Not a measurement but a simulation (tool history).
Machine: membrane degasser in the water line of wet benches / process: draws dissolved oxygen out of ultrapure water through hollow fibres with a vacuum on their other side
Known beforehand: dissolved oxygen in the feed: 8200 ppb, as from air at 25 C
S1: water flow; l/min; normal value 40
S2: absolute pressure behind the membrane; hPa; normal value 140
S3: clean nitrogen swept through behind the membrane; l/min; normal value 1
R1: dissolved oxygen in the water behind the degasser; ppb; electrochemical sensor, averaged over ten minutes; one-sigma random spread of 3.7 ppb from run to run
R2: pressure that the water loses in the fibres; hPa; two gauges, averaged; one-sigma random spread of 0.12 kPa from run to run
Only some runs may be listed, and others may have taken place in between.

run    hour  S1   S2    S3      R1     R2
  1       0  40  140     1     898    271
  2    53.8  40  140     1   893.3  270.6
  3    77.3  40  140     1   893.9  269.3
  4   104.1  38  140     1   854.2  257.6
  5   131.4  38  140     1   852.5  258.4
  6   166.9  60  140     1  1339.3  410.7
  7     218  60  140     1  1343.3  411.1
  8   252.4  60  140     1  1331.3  408.9
  9   278.1  60  140     1  1336.9  412.6
 10   333.3  40  140     1   894.8  273.9
 11   365.7  40  140     1   895.7  275.6
 12   401.6  40  140     1     900  276.1
 13   431.8  40  140     1   897.1    275
 14   474.2  40  140     1   899.1  278.3
 15   496.9  40  100     1   623.5  276.6
 16   537.4  40  100     1   623.7  276.7
 17   588.8  40  140     1   898.9  275.3
 18   632.7  37  140  1.76   562.6  257.1
 19   674.2  37  140  1.76   562.3  256.1
 20   700.2  37  140  1.76   563.4  258.8
 21   745.3  56  186  1.42  1310.7  389.1
 22   773.9  40  178  0.99    1146    276
      789.3  -- gauge calibrated
 23   821.6  40  148  1.85   628.3    273
 24   848.1  40  201  1.85   842.8  271.7
 25   872.5  56  302  1.63  1791.2  383.7
 26   903.1  56  302  1.63  1792.9  380.6
 27   946.9  57  302  0.45  3534.9  388.9
 28  1000.2  45  140  0.42  1652.8  307.1
 29  1045.8  48  126  1.23     858  327.4
 30  1090.6  48  126  1.23     856  330.3
 31  1121.8  46  243  1.36  1400.8  315.8
 32  1145.6  46  243  1.36  1417.6  315.4
 33  1191.5  46  243  1.36  1408.6  314.5

Results per run with the tool's hidden condition removed, run-to-run variation unchanged:
The hidden state here: membrane still open, %; true pressure behind the membrane over the reading, kPa; air that leaks in behind the membrane, l/min; drift of the gauge itself on oxygen_ppb, %; drift of the gauge itself on loss_of_pressure_kpa, %.
run     R2
  1    271
  2  270.2
  3  268.6
  4  256.7
  5  257.3
  6  408.6
  7  408.3
  8  405.7
  9  409.1
 10    271
 11  272.4
 12  272.6
 13  271.3
 14  274.2
 15  272.3
 16    272
 17  270.2
 18  252.1
 19  250.7
 20  253.3
 21  380.1
 22  269.3
 23  272.7
 24  271.2
 25  382.6
 26  379.2
 27    387
 28    305
 29  324.7
 30  327.2
 31  312.4
 32  311.9
 33  310.6
For R1, the value without the hidden state is never more than 0.3 ppb from the measured value.
